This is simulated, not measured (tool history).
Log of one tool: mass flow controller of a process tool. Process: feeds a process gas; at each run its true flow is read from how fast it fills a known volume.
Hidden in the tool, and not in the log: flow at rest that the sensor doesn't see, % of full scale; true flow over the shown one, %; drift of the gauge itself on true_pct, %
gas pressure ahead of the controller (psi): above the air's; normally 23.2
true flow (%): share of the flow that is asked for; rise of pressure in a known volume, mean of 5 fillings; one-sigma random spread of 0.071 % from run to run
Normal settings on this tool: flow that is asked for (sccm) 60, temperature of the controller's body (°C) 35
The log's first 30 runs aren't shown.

run	hour	flow that is asked for (sccm)	gas pressure ahead of the controller (psi)	temperature of the controller's body (°C)	hours of work since the controller was set to zero	hours of work since the controller was changed	true flow (%)
31	2974.7	88	22.3	20	4021	4021	100.45
# hour 3037.8: gauge calibrated
32	3102	60	26.7	37	4092	4092	100.87
33	3195.7	60	26.7	37	4145	4145	100.88
34	3286.3	93	23.2	30	4195	4195	100.69
35	3383.7	90	28.7	30	4249	4249	100.56
36	3451.3	60	23.2	24	4287	4287	99.66
37	3528.8	24	23.2	27	4330	4330	99.77
38	3660.8	56	21.9	37	4404	4404	101.03
39	3775.4	56	21.9	37	4468	4468	101.04
40	3892.5	56	21.9	37	4533	4533	101.05
41	3959.5	29	23.8	24	4571	4571	99.58
42	4026.8	67	35	29	4608	4608	100.12
43	4108.9	31	21.2	29	4654	4654	100.01
44	4218.6	60	26.8	35	4715	4715	100.93
45	4297.9	12	26.7	35	4759	4759	100.33
46	4358.5	12	36.3	35	4793	4793	100.26
47	4443.6	12	22.5	35	4841	4841	100.61

Alternative continuations, all from the tool just after run 47; predict every row:
A	4536.9	46	22.5	32	4893	4893	?
B	4536.9	60	26.5	38	4893	4893	?
C	4536.9	25	22.5	35	4893	4893	?
D	4536.9	56	32.3	33	4893	4893	?
E	4536.9	60	40.2	35	4893	4893	?

run	true flow (%)
A	100.74
B	101.41
C	100.75
D	100.58
E	100.75
Had the tool no hidden state, the same runs would have come out as:
run	true flow (%)
A	100.3
B	100.97
C	100.3
D	100.14
E	100.31
